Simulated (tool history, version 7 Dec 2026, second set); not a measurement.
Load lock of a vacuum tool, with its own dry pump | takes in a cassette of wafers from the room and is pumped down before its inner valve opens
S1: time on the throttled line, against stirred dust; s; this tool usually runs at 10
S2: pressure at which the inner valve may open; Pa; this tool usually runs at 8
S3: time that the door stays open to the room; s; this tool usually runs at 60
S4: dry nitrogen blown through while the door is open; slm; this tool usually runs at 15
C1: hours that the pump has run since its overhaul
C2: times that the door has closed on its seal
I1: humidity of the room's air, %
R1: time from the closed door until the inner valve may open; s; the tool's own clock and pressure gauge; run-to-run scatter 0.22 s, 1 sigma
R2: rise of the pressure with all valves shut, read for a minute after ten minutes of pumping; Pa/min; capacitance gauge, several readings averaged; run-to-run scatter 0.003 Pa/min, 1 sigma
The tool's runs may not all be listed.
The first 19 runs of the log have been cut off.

| run | hour | S1 | S2 | S3 | S4 | C1 | C2 | I1 | R1 | R2 |
|---|---|---|---|---|---|---|---|---|---|---|
| 20 | 3888.8 | 18 | 8 | 60 | 15 | 9278 | 21680 | 44.3 | 25.6 | 0.061 |
| 21 | 4079.1 | 18 | 8 | 60 | 15 | 9469 | 22027 | 47.1 | 25.5 | 0.063 |
| 22 | 4259.1 | 6 | 13 | 48 | 43 | 9649 | 22356 | 45.2 | 16.5 | 0.048 |
| 23 | 4403.1 | 6 | 13 | 48 | 43 | 9793 | 22618 | 42.9 | 16.3 | 0.046 |
| 24 | 4695.0 | 6 | 13 | 48 | 43 | 10084 | 23151 | 48.7 | 16.5 | 0.057 |
| 25 | 4921.8 | 18 | 14 | 64 | 7 | 10311 | 23565 | 47.2 | 24.8 | 0.076 |
| 26 | 5093.7 | 7 | 16 | 140 | 10 | 10483 | 23878 | 43.8 | 17.0 | 0.089 |
| 27 | 5303.2 | 11 | 7 | 140 | 10 | 10693 | 24260 | 46.8 | 20.9 | 0.085 |
| 28 | 5568.0 | 11 | 7 | 140 | 10 | 10958 | 24743 | 45.6 | 21.3 | 0.086 |
| 29 | 5852.5 | 11 | 7 | 140 | 10 | 11242 | 25263 | 46.9 | 21.2 | 0.094 |
| 30 | 6095.2 | 11 | 7 | 140 | 10 | 11485 | 25705 | 47.4 | 21.2 | 0.096 |
| 31 | 6396.6 | 16 | 7 | 41 | 7 | 11786 | 26255 | 45.8 | 25.4 | 0.066 |
|  | 6472.6 | dry pump taken out, an overhauled one fitted |
| 32 | 6585.0 | 11 | 11 | 48 | 5 | 112 | 26588 | 47.5 | 18.1 | 0.074 |
| 33 | 6792.0 | 5 | 9 | 66 | 7 | 319 | 26965 | 45.0 | 14.1 | 0.080 |
| 34 | 7039.0 | 5 | 9 | 66 | 7 | 566 | 27416 | 43.4 | 14.1 | 0.075 |
| 35 | 7235.2 | 10 | 9 | 60 | 15 | 763 | 27774 | 43.2 | 17.9 | 0.072 |
| 36 | 7518.9 | 10 | 9 | 60 | 15 | 1046 | 28292 | 41.9 | 18.0 | 0.071 |
| 37 | 7676.9 | 10 | 6 | 60 | 12 | 1204 | 28580 | 42.0 | 18.4 | 0.068 |

Branching from run 37: 4 alternative next runs. What would each branch give?
| A | 7813.4 | 16 | 6 | 83 | 12 | 1341 | 28829 | 41.6 | ? | ? |
| B | 7813.4 | 18 | 8 | 60 | 9 | 1341 | 28829 | 44.3 | ? | ? |
| C | 7813.4 | 20 | 8 | 60 | 18 | 1341 | 28829 | 46.5 | ? | ? |
| D | 7813.4 | 8 | 13 | 60 | 15 | 1341 | 28829 | 40.9 | ? | ? |

| run | R1 | R2 |
|---|---|---|
| A | 22.9 | 0.073 |
| B | 24.4 | 0.074 |
| C | 25.9 | 0.068 |
| D | 16.0 | 0.070 |
Take away the tool's hidden state, keep each run's random variation, and the runs would have read:
| run | R1 | R2 |
|---|---|---|
| A | 22.7 | 0.043 |
| B | 24.3 | 0.043 |
| C | 25.8 | 0.038 |
| D | 15.9 | 0.040 |
